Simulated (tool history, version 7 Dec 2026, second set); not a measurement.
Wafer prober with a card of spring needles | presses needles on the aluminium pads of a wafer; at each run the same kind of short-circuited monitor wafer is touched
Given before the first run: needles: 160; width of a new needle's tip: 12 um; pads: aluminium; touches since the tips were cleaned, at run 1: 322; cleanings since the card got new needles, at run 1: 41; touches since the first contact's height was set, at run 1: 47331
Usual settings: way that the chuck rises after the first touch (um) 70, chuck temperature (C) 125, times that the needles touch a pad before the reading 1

run	day	way that the chuck rises after the first touch (um)	chuck temperature (C)	times that the needles touch a pad before the reading	touches since the tips were cleaned	cleanings since the card got new needles	touches since the first contact's height was set	resistance of one needle with its contact and lead (mohm)	way that a needle slides on the pad (um)
1	0.000	70	125	1	322	41	47331	255	15.16
# day 0.454: tips cleaned on abrasive film
2	0.458	70	125	1	25	42	50795	251	15.33
3	0.804	75	125	1	2675	42	53445	250	16.11
# day 0.967: tips cleaned on abrasive film
4	1.317	70	125	1	2684	43	57324	253	15.08
# day 1.504: tips cleaned on abrasive film
# day 2.000: tips cleaned on abrasive film
5	2.075	70	125	1	595	45	63053	251	15.17
# day 2.504: tips cleaned on abrasive film
6	2.754	70	125	1	1897	46	68183	249	15.14
# day 3.008: tips cleaned on abrasive film
7	3.258	70	125	1	1923	47	72018	251	15.18
# day 3.542: tips cleaned on abrasive film
8	3.833	70	125	1	2255	48	76377	253	15.29
# day 4.058: tips cleaned on abrasive film
9	4.454	70	125	1	3003	49	81062	250	15.12
# day 4.579: tips cleaned on abrasive film
# day 5.075: tips cleaned on abrasive film
10	5.179	70	125	1	792	51	86548	249	15.17
# day 5.567: tips cleaned on abrasive film
11	5.708	70	125	1	1087	52	90538	248	15.26
# day 6.067: tips cleaned on abrasive film
# day 6.550: tips cleaned on abrasive film
12	6.550	70	125	1	0	54	96891	254	15.22
# day 7.054: tips cleaned on abrasive film
13	7.346	70	125	1	2230	55	102943	253	14.93
# day 7.592: tips cleaned on abrasive film
14	7.767	70	125	1	1358	56	106134	251	15.31
# day 8.104: tips cleaned on abrasive film
15	8.108	70	125	1	48	57	108708	250	15.02
# day 8.588: tips cleaned on abrasive film
16	8.696	70	125	1	829	58	113144	249	15.04
# day 9.083: tips cleaned on abrasive film
17	9.521	70	125	1	3326	59	119412	247	15.09
# day 9.575: tips cleaned on abrasive film
18	9.888	70	40	1	2406	60	122194	226	15.23
# day 10.079: tips cleaned on abrasive film
19	10.354	70	80	1	2092	61	125698	242	15.24
# day 10.600: tips cleaned on abrasive film
20	10.696	68	114	1	721	62	128276	252	14.61
# day 11.096: tips cleaned on abrasive film
# day 11.167: height of the first contact set anew
21	11.400	89	41	3	2232	63	1776	227	19.24

What will run 22 give?
# day 11.588: tips cleaned on abrasive film
22	11.962	89	41	3	2847	64	6043	?	?

{"run 22": {"resistance of one needle with its contact and lead (mohm)": 230, "way that a needle slides on the pad (um)": 19.31}}
The same run, on a tool lacking any hidden state, would have yielded resistance of one needle with its contact and lead (mohm) 230, way that a needle slides on the pad (um) 19.31.
